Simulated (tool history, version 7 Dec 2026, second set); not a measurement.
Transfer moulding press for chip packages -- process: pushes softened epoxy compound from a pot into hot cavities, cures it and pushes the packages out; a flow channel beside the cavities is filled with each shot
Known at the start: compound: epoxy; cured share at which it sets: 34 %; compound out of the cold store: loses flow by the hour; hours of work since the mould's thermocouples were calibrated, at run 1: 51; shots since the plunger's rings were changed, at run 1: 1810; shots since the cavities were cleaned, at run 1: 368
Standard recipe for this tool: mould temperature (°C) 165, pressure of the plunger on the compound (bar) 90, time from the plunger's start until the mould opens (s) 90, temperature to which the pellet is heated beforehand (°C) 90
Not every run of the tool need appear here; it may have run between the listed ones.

run	hour	mould temperature (°C)	pressure of the plunger on the compound (bar)	time from the plunger's start until the mould opens (s)	temperature to which the pellet is heated beforehand (°C)	hours of work since the mould's thermocouples were calibrated	shots since the plunger's rings were changed	shots since the cavities were cleaned	incoming compound's hours out of the cold store	length that the compound runs in the flow channel (mm)	greatest force on the pins that push the packages out (N)
1	0	165	90	90	90	51	1810	368	19.6	850	247
2	19.6	165	90	90	90	65	2082	640	42.2	808	263
3	48.2	165	90	90	90	87	2479	1037	39.3	811	257
# hour 58.9: cavities cleaned with cleaning compound and waxed
4	70.6	165	90	90	90	103	2769	163	40.9	804	257
5	91.7	165	90	82	90	119	3061	455	41.9	813	272
6	122.7	165	90	90	90	142	3490	884	44.3	797	253
# hour 143.8: cavities cleaned with cleaning compound and waxed
7	155	165	90	90	90	165	3918	156	33.4	820	249
8	177.1	165	90	90	90	181	4223	461	14.5	870	264
9	199.6	165	90	90	90	198	4536	774	18.7	852	257
# hour 228.2: cavities cleaned with cleaning compound and waxed
# hour 232.8: plunger's sealing rings changed
10	234.5	162	90	90	90	222	23	53	24.2	851	302
11	253	162	90	90	90	236	279	309	40.7	821	289
12	274.2	162	90	90	90	251	574	604	32.1	831	298
13	305.7	162	90	90	90	275	1011	1041	22.1	860	294
# hour 316.4: cavities cleaned with cleaning compound and waxed
14	323.2	162	90	90	90	287	1232	95	41.9	821	285
15	345.9	162	90	90	90	304	1546	409	29.1	838	293
16	368.6	160	90	113	90	321	1861	724	40	831	265
# hour 399.7: cavities cleaned with cleaning compound and waxed
17	401.5	160	90	113	90	345	2297	26	31.7	843	252
18	414.7	171	69.9	113	90	355	2479	208	38.3	693	239
19	429.2	171	69.9	113	90	366	2681	410	31.5	718	243
20	445.8	171	69.9	113	90	378	2910	639	31.1	715	237
21	469.4	172	90	78	91	396	3238	967	36.7	799	239
# hour 483.1: cavities cleaned with cleaning compound and waxed
22	486.3	172	90	78	91	407	3452	45	36.4	808	235
23	504.4	172	90	78	91	421	3703	296	12.3	843	249
24	530.3	165	91.3	126	81	440	4062	655	40.4	817	240
25	548.2	165	91.3	126	88	454	4309	902	14.9	867	252
# hour 567.7: cavities cleaned with cleaning compound and waxed
26	570.1	165	91.3	126	88	469	4593	34	38.5	811	241
27	590.5	165	90	107	86	484	4874	315	14.5	863	244
# hour 598.1: plunger's sealing rings changed
28	622.7	165	90	107	86	507	341	727	17.9	852	238
29	648.2	160	90	101	86	526	695	1081	8.5	890	275

Forecast each of these 3 alternatives for the next run:
# hour 653.6: cavities cleaned with cleaning compound and waxed
A	663.8	160	90	101	84	537	891	141	9.2	?	?
# hour 653.6: cavities cleaned with cleaning compound and waxed
B	663.8	163	104.2	90	90	537	891	141	36.5	?	?
# hour 653.6: cavities cleaned with cleaning compound and waxed
C	663.8	165	91.5	121	99	537	891	141	31.7	?	?

run	length that the compound runs in the flow channel (mm)	greatest force on the pins that push the packages out (N)
A	901	286
B	881	278
C	828	238
Without the tool's hidden state the same runs would have given:
run	length that the compound runs in the flow channel (mm)	greatest force on the pins that push the packages out (N)
A	901	285
B	881	277
C	828	237

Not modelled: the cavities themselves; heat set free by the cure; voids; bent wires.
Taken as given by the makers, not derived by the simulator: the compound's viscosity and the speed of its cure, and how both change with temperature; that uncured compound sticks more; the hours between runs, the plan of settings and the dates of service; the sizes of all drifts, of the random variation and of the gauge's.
